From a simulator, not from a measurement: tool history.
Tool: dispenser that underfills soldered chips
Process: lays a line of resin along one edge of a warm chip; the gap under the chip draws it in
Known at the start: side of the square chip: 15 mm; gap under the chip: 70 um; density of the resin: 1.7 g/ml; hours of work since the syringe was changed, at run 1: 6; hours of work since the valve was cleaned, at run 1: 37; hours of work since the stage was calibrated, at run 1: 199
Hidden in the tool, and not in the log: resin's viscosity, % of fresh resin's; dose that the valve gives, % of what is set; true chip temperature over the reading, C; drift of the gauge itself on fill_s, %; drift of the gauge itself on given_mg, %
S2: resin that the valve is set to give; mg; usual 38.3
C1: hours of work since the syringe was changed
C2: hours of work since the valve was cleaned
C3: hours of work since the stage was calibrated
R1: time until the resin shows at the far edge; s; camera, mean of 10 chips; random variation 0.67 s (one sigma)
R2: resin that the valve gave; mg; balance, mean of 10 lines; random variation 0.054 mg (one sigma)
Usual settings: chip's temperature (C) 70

Run 1, day 0.000: usual settings; C1 6; C2 37; C3 199. Result: R1 82.1 s, R2 37.48 mg.
At day 0.175: new syringe of resin.
Run 2, day 0.508: usual settings; C1 5; C2 45; C3 207. Result: R1 79.7 s, R2 37.32 mg.
At day 0.733: new syringe of resin.
At day 0.775: dispensing valve cleaned and set on the balance.
Run 3, day 1.017: usual settings; C1 4; C2 4; C3 214. Result: R1 74.4 s, R2 38.25 mg.
At day 1.308: new syringe of resin.
Run 4, day 1.592: usual settings; C1 4; C2 12; C3 222. Result: R1 76.1 s, R2 38.01 mg.
At day 1.821: new syringe of resin.
Run 5, day 2.292: usual settings; C1 7; C2 23; C3 233. Result: R1 88.3 s, R2 37.74 mg.
At day 2.346: new syringe of resin.
Run 6, day 2.783: usual settings; C1 7; C2 31; C3 240. Result: R1 86.3 s, R2 37.60 mg.
At day 2.846: new syringe of resin.
Run 7, day 3.112: usual settings; C1 4; C2 35; C3 245. Result: R1 78.9 s, R2 37.46 mg.
At day 3.354: new syringe of resin.
Run 8, day 3.471: usual settings; C1 2; C2 41; C3 251. Result: R1 69.9 s, R2 37.35 mg.
At day 3.883: new syringe of resin.
At day 4.033: dispensing valve cleaned and set on the balance.
Run 9, day 4.050: usual settings but S2 32.8 mg; C1 2; C2 0; C3 259. Result: R1 73.0 s, R2 32.75 mg.
At day 4.446: new syringe of resin.
Run 10, day 4.662: usual settings but chip's temperature (C) 66, S2 47.8 mg; C1 3; C2 10; C3 268. Result: R1 90.7 s, R2 47.41 mg.
At day 4.958: new syringe of resin.
Run 11, day 5.342: usual settings but chip's temperature (C) 66, S2 47.8 mg; C1 6; C2 20; C3 278. Result: R1 102.6 s, R2 47.24 mg.
At day 5.492: new syringe of resin.
At day 6.008: new syringe of resin.
Run 12, day 6.008: usual settings but chip's temperature (C) 60, S2 33.6 mg; C1 0; C2 30; C3 288. Result: R1 116.8 s, R2 32.95 mg.
Run 13, day 6.383: usual settings but chip's temperature (C) 60, S2 33.6 mg; C1 6; C2 36; C3 294. Result: R1 152.2 s, R2 32.81 mg.
At day 6.542: new syringe of resin.
Run 14, day 6.783: usual settings but chip's temperature (C) 60, S2 33.6 mg; C1 4; C2 42; C3 300. Result: R1 136.2 s, R2 32.64 mg.
At day 7.050: new syringe of resin.
At day 7.283: dispensing valve cleaned and set on the balance.
Run 15, day 7.354: usual settings but chip's temperature (C) 60, S2 33.6 mg; C1 4; C2 1; C3 308. Result: R1 139.8 s, R2 33.59 mg.
At day 7.600: new syringe of resin.
Run 16, day 7.850: usual settings but chip's temperature (C) 73, S2 40.9 mg; C1 4; C2 9; C3 316. Result: R1 66.0 s, R2 40.76 mg.
At day 8.129: new syringe of resin.
Run 17, day 8.488: usual settings but chip's temperature (C) 74, S2 49.8 mg; C1 6; C2 18; C3 325. Result: R1 68.6 s, R2 49.25 mg.

Forecast each of these 3 alternatives for the next run:
At day 8.633: new syringe of resin.
At day 9.154: new syringe of resin.
Run A, day 9.183: usual settings but chip's temperature (C) 77, S2 36.8 mg; C1 0; C2 29; C3 336. Result: R1 ?, R2 ?.
At day 8.633: new syringe of resin.
At day 9.154: new syringe of resin.
Run B, day 9.183: usual settings but S2 35.2 mg; C1 0; C2 29; C3 336. Result: R1 ?, R2 ?.
At day 8.633: new syringe of resin.
At day 9.154: new syringe of resin.
Run C, day 9.183: usual settings but chip's temperature (C) 84, S2 37.5 mg; C1 0; C2 29; C3 336. Result: R1 ?, R2 ?.

run    R1     R2
  A  49.2  36.13
  B  70.1  34.62
  C  35.0  36.96
Without the tool's hidden state the same runs would have given:
run    R1     R2
  A  43.4  36.77
  B  61.5  35.23
  C  31.0  37.62
